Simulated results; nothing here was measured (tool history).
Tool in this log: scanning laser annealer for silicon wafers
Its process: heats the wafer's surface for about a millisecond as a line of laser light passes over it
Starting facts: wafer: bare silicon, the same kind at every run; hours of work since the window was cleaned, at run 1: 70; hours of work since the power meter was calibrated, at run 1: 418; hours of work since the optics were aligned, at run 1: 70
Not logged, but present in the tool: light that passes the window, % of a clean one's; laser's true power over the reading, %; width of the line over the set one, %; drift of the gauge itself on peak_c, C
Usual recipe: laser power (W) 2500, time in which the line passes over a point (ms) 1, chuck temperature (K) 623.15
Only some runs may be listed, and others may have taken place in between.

run     day  laser power (W)  time in which the line passes over a point (ms)  chuck temperature (K)  hours of work since the window was cleaned  hours of work since the power meter was calibrated  hours of work since the optics were aligned  highest temperature of the surface (K)
  1       0             2500                                                1                 623.15                                          70                                                 418                                           70                                 1348.15
  2   3.346             2500                                                1                 623.15                                         108                                                 456                                          108                                 1342.15
  3   6.896             2500                                                1                 623.15                                         148                                                 495                                          148                                 1339.15
  4   8.962             2500                                                1                 623.15                                         171                                                 519                                          171                                 1339.15
  5  11.121             2500                                                1                 623.15                                         195                                                 543                                          195                                 1333.15
  6  13.125             2500                                                1                 623.15                                         218                                                 565                                          218                                 1333.15
  7  16.367             2500                                                1                 623.15                                         254                                                 602                                          254                                 1328.15
  8  18.133             2555                                                1                 623.15                                         274                                                 621                                          274                                 1344.15
  9  19.933             2555                                                1                 623.15                                         294                                                 642                                          294                                 1346.15
 10  21.979             2385                                                1                 623.15                                         317                                                 664                                          317                                 1288.15
 11  24.562             2385                                             0.72                 623.15                                         346                                                 693                                          346                                 1173.15
 12  28.042             2385                                             0.72                 615.15                                         385                                                 732                                          385                                 1160.15
 13  31.392             2197                                             1.17                 585.15                                         422                                                 770                                          422                                 1241.15
     33.571  -- window over the wafer cleaned
 14  35.021             2634                                             1.17                 585.15                                          16                                                 810                                          462                                 1419.15
 15  37.379             2512                                             1.17                 657.15                                          43                                                 836                                          489                                 1447.15
 16  40.583             2512                                             1.17                 657.15                                          79                                                 872                                          525                                 1444.15
 17  42.396             2664                                             1.15                 604.15                                          99                                                 892                                          545                                 1434.15
 18  45.721             2420                                             0.99                 593.15                                         136                                                 930                                          582                                 1271.15
 19  48.833             2420                                             0.99                 593.15                                         171                                                 965                                          617                                 1271.15
 20  50.862             2192                                             0.82                 643.15                                         194                                                 987                                          640                                 1184.15
 21    53.8             2192                                             0.82                 619.15                                         227                                                1020                                          673                                 1158.15
 22  56.883             2500                                             0.81                 590.15                                         261                                                1055                                          707                                 1210.15
 23  60.271             2500                                             0.81                 590.15                                         299                                                1093                                          745                                 1206.15

What if the next run were any one of these 3? Each begins from the tool's condition after run 23:
  A  62.633             2590                                                1                 623.15                                         326                                                1119                                          772                                       ?
  B  62.633             2500                                             0.81                 616.15                                         326                                                1119                                          772                                       ?
  C  62.633             2500                                             1.12                 610.15                                         326                                                1119                                          772                                       ?

run  highest temperature of the surface (K)
  A                                 1341.15
  B                                 1232.15
  C                                 1351.15
What these runs would have given with no unlogged condition in the tool:
run  highest temperature of the surface (K)
  A                                 1380.15
  B                                 1266.15
  C                                 1391.15
